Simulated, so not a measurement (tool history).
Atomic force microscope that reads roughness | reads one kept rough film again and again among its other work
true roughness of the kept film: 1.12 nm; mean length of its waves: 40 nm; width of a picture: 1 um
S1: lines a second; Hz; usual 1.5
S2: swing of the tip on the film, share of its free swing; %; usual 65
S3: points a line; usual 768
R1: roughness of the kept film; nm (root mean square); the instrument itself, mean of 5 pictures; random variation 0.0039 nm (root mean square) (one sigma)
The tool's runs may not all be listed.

Run 1, hour 0: usual settings. Result: R1 1.033 nm (root mean square).
Run 2, hour 55.1: usual settings. Result: R1 1.031 nm (root mean square).
Run 3, hour 104.6: usual settings. Result: R1 1.027 nm (root mean square).
At hour 109.8: new tip fitted.
Run 4, hour 155.7: usual settings. Result: R1 1.046 nm (root mean square).
Run 5, hour 189.9: usual settings but S3 830. Result: R1 1.045 nm (root mean square).
Run 6, hour 232.3: usual settings but S3 830. Result: R1 1.046 nm (root mean square).
Run 7, hour 261.1: usual settings but S3 830. Result: R1 1.037 nm (root mean square).
Run 8, hour 294: usual settings. Result: R1 1.033 nm (root mean square).
Run 9, hour 345.8: usual settings. Result: R1 1.034 nm (root mean square).
At hour 351.2: new tip fitted.
Run 10, hour 378.3: usual settings. Result: R1 1.056 nm (root mean square).
Run 11, hour 427.1: usual settings but S1 1.47 Hz. Result: R1 1.049 nm (root mean square).
Run 12, hour 489.7: usual settings but S1 1.47 Hz. Result: R1 1.041 nm (root mean square).
Run 13, hour 538.4: usual settings. Result: R1 1.042 nm (root mean square).
At hour 590.4: new tip fitted.
Run 14, hour 591.6: usual settings. Result: R1 1.063 nm (root mean square).
Run 15, hour 637.7: usual settings. Result: R1 1.049 nm (root mean square).
Run 16, hour 694.2: usual settings but S1 1.31 Hz, S2 60 %, S3 334. Result: R1 1.06 nm (root mean square).
Run 17, hour 744.3: usual settings but S1 3.73 Hz, S2 75 %, S3 465. Result: R1 0.889 nm (root mean square).
Run 18, hour 786.9: usual settings but S1 3.73 Hz, S2 75 %, S3 465. Result: R1 0.887 nm (root mean square).
At hour 803.9: height scale calibrated on a step standard.
At hour 832.2: new tip fitted.
Run 19, hour 834.2: usual settings but S2 88 %. Result: R1 0.937 nm (root mean square).
Run 20, hour 870.1: usual settings but S1 0.63 Hz, S2 88 %, S3 380. Result: R1 1.016 nm (root mean square).
Run 21, hour 915: usual settings but S1 0.78 Hz, S2 82 %, S3 674. Result: R1 1.013 nm (root mean square).
Run 22, hour 949.1: usual settings but S1 0.81 Hz, S2 79 %, S3 940. Result: R1 1.024 nm (root mean square).
Run 23, hour 989.2: usual settings but S2 89 %, S3 843. Result: R1 0.913 nm (root mean square).
Run 24, hour 1031.4: usual settings but S2 89 %, S3 843. Result: R1 0.906 nm (root mean square).
Run 25, hour 1057.3: usual settings but S2 89 %, S3 843. Result: R1 0.904 nm (root mean square).
At hour 1070.4: new tip fitted.
Run 26, hour 1110.9: usual settings but S1 3.08 Hz, S2 59 %, S3 959. Result: R1 1.015 nm (root mean square).
Run 27, hour 1152: usual settings but S1 3.08 Hz, S2 59 %, S3 959. Result: R1 1.016 nm (root mean square).
Run 28, hour 1211.3: usual settings but S1 3.49 Hz, S2 57 %, S3 400. Result: R1 1.01 nm (root mean square).
Run 29, hour 1266.1: usual settings but S3 743. Result: R1 1.029 nm (root mean square).
At hour 1308.7: new tip fitted.
Run 30, hour 1327.3: usual settings but S3 743. Result: R1 1.035 nm (root mean square).

Some steps in R1 between neighbouring runs. How much of each would the tool show without its hidden state too (settings, what came in, random variation), and how much is left for the hidden state, with any gauge scatter that isn't in both results?
The hidden state here: radius of the tip, nm; height scale over the true one, %; drift of the gauge itself on roughness_nm, %.
Run 3 -> 4: new tip fitted. R1 +0.019 nm (root mean square): hidden state +0.023, all else -0.004.
Run 9 -> 10: new tip fitted. R1 +0.022 nm (root mean square): hidden state +0.024, all else -0.002.
Run 13 -> 14: new tip fitted. R1 +0.021 nm (root mean square): hidden state +0.022, all else -0.001.
Run 16 -> 17: S1 1.31 -> 3.73, S2 60 -> 75, S3 334 -> 465. R1 -0.171 nm (root mean square): hidden state -0.005, all else -0.166.
Run 22 -> 23: S1 0.81 -> 1.5, S2 79 -> 89, S3 940 -> 843. R1 -0.111 nm (root mean square): hidden state -0.002, all else -0.109.
Run 25 -> 26: S1 1.5 -> 3.08, S2 89 -> 59, S3 843 -> 959, new tip fitted. R1 +0.111 nm (root mean square): hidden state +0.02, all else +0.091.

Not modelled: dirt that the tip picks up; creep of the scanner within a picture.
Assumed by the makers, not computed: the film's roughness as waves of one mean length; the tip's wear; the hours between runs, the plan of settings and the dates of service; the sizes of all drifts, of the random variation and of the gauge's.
